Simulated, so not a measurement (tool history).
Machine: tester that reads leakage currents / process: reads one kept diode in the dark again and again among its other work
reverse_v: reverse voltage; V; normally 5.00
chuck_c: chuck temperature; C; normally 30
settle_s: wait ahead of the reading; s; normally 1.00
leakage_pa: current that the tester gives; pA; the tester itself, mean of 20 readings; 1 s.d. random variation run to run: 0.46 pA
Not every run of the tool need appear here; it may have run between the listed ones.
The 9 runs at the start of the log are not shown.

run   hour  reverse_v  chuck_c  settle_s  hours of work since the probe card was cleaned  hours of work since the tester was calibrated  hours of work since the chuck was calibrated  leakage_pa
 10  242.2       2.51       30      1.00                                             328                                            224                                          1701      102.93
 11  277.7       2.51       30      1.00                                             345                                            241                                          1718      102.74
 12  300.4       5.00       34      1.00                                             355                                            252                                          1729      218.61
 13  326.4       3.13       30      1.00                                             368                                            264                                          1741      116.39
 14  366.0       3.13       30      1.00                                             387                                            283                                          1760      116.63
 15  392.0       3.13       30      5.49                                             399                                            296                                          1773      115.89
 16  424.9       3.13       30      5.49                                             415                                            311                                          1788      116.11
 17  460.5       5.00       41      1.00                                             432                                            328                                          1805      401.83
 18  480.2       5.00       30      1.00                                             441                                            338                                          1815      152.93
 19  506.9       5.00       30      1.00                                             454                                            351                                          1828      153.21
 20  532.9       5.00       30      0.32                                             467                                            363                                          1840      155.93

For run 21, what comes out?
 21  549.9       5.00       30      0.32                                             475                                            371                                          1848           ?

leakage_pa: 156.24 pA
Had the tool carried no hidden state, the very same run would have given leakage_pa 156.42 pA.
